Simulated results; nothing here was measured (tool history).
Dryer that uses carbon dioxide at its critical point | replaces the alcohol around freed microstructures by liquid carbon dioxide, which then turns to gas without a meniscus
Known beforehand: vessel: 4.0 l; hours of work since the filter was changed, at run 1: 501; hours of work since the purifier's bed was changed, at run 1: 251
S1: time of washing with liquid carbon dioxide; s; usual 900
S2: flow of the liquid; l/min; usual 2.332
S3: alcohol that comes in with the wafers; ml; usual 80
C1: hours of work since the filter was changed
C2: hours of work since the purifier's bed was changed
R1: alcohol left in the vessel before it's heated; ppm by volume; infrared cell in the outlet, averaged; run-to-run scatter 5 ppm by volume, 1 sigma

Run 1, hour 0: usual settings; C1 501; C2 251. Result: R1 72 ppm by volume.
Run 2, hour 10.4: usual settings; C1 509; C2 258. Result: R1 83 ppm by volume.
Run 3, hour 26.9: usual settings; C1 520; C2 270. Result: R1 76 ppm by volume.
At hour 34.3: inlet filter changed.
Run 4, hour 45.1: usual settings; C1 8; C2 282. Result: R1 66 ppm by volume.
Run 5, hour 63.6: usual settings; C1 21; C2 295. Result: R1 58 ppm by volume.
Run 6, hour 74.8: usual settings; C1 29; C2 303. Result: R1 71 ppm by volume.
Run 7, hour 98.4: usual settings; C1 45; C2 319. Result: R1 72 ppm by volume.
Run 8, hour 115.5: usual settings but S3 28 ml; C1 57; C2 331. Result: R1 54 ppm by volume.
Run 9, hour 133.9: usual settings but S3 28 ml; C1 70; C2 344. Result: R1 64 ppm by volume.
Run 10, hour 150.4: usual settings but S3 28 ml; C1 82; C2 356. Result: R1 62 ppm by volume.
Run 11, hour 160.4: usual settings but S3 28 ml; C1 89; C2 363. Result: R1 73 ppm by volume.
Run 12, hour 175.4: usual settings but S3 28 ml; C1 99; C2 374. Result: R1 70 ppm by volume.
Run 13, hour 190.3: usual settings but S1 600 s; C1 110; C2 384. Result: R1 237 ppm by volume.
Run 14, hour 201.3: usual settings but S1 1260 s; C1 118; C2 392. Result: R1 71 ppm by volume.
Run 15, hour 215.1: usual settings but S1 1260 s; C1 127; C2 401. Result: R1 75 ppm by volume.
Run 16, hour 225.6: usual settings but S1 1020 s; C1 135; C2 409. Result: R1 73 ppm by volume.
Run 17, hour 246.2: usual settings but S1 1020 s; C1 149; C2 423. Result: R1 86 ppm by volume.
Run 18, hour 264.7: usual settings but S1 1020 s; C1 162; C2 436. Result: R1 97 ppm by volume.
Run 19, hour 277.1: usual settings; C1 171; C2 445. Result: R1 97 ppm by volume.
Run 20, hour 288.8: usual settings; C1 179; C2 453. Result: R1 96 ppm by volume.
Run 21, hour 303.4: usual settings; C1 190; C2 464. Result: R1 99 ppm by volume.
Run 22, hour 315.7: usual settings; C1 198; C2 472. Result: R1 98 ppm by volume.
Run 23, hour 334.6: usual settings; C1 212; C2 486. Result: R1 101 ppm by volume.

Predict the results of run 24:
Run 24, hour 352.4: usual settings; C1 224; C2 498. Result: R1 ?.

R1: 101 ppm by volume
Minus the tool's unlogged condition, the same run would have read R1 19 ppm by volume.

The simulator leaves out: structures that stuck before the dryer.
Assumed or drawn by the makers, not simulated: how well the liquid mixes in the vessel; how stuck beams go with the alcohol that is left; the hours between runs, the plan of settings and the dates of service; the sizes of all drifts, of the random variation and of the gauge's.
